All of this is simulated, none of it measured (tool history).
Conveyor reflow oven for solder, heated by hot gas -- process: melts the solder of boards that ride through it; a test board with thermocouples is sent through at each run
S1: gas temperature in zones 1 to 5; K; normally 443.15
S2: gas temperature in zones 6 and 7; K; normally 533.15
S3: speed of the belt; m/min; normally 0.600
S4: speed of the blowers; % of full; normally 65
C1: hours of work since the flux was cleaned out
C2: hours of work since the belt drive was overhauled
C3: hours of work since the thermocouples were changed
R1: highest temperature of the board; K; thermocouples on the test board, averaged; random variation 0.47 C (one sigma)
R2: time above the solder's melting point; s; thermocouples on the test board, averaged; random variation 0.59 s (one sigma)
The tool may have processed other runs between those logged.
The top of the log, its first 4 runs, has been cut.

run   hour      S1      S2     S3  S4   C1   C2   C3      R1    R2
  5  100.4  443.15  533.15  0.600  65  388   85  388  516.05  50.0
  6  123.7  443.15  533.15  0.600  65  398   95  398  515.65  50.4
  7  154.6  443.15  533.15  0.600  62  412  108  412  515.85  47.8
  8  177.6  443.15  533.15  0.600  85  422  118  422  519.15  54.8
  9  207.9  453.15  533.15  0.600  65  435  132  435  515.85  56.0
 10  232.2  453.15  533.15  0.600  65  446  142  446  517.55  54.6
     244.2  -- flux residue cleaned out of gas plates and filters
 11  266.9  443.15  533.15  0.600  52   10  156  459  514.85  47.7
 12  283.4  455.15  533.15  0.600  65   17  163  466  519.55  59.0
 13  312.7  455.15  533.15  0.582  65   30  176  479  519.25  63.0
 14  330.6  443.15  533.15  0.600  65   38  184  487  518.75  52.6
 15  345.8  443.15  533.15  0.600  65   45  190  494  517.05  51.7

What does the tool deliver on the next run?
 16  359.3  449.15  523.15  0.685  82  51  196  500   ?   ?

R1: 509.25 K
R2: 40.0 s
Minus the tool's unlogged condition, the same run would have read R1 510.35 K, R2 41.0 s.
